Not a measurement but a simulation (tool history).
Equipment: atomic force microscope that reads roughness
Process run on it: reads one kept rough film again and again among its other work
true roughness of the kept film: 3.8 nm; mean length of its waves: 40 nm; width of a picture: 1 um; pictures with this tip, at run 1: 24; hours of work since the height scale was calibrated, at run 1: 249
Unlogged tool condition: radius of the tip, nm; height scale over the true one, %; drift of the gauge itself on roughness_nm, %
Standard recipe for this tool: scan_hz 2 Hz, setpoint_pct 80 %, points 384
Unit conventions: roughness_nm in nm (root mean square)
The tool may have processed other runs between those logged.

run	hour	scan_hz	setpoint_pct	points	pictures with this tip	hours of work since the height scale was calibrated	roughness_nm
1	0	2	80	384	24	249	2.806
2	8.3	2	80	384	40	256	2.755
3	13.9	2	80	384	52	260	2.708
4	19	2	80	402	62	264	2.692
5	23.6	2	80	402	71	268	2.641
6	30.8	2	80	402	86	273	2.616
7	36.4	2	80	402	97	278	2.579
# hour 37.9: height scale calibrated on a step standard
8	46.6	2	80	402	116	7	2.521
9	52.8	2	68	402	128	11	2.725
10	57.1	2	68	402	137	15	2.7
# hour 63.3: height scale calibrated on a step standard, once more
11	65.8	2.18	80	384	153	2	2.385
12	71.6	2.18	80	384	164	6	2.354
# hour 78.2: new tip fitted
13	78.7	2.18	80	384	1	11	2.823
14	86.5	2.18	80	384	16	18	2.787
15	91.6	0.73	56	440	27	21	3.383
16	100.7	2	58	525	45	28	3.157

Run 17 is up next; what results do you expect?
17	107	1.07	87	384	58	33	?

{"run 17": {"roughness_nm": 2.835}}
Minus the tool's unlogged condition, the same run would have read roughness_nm 3.049 nm (root mean square).
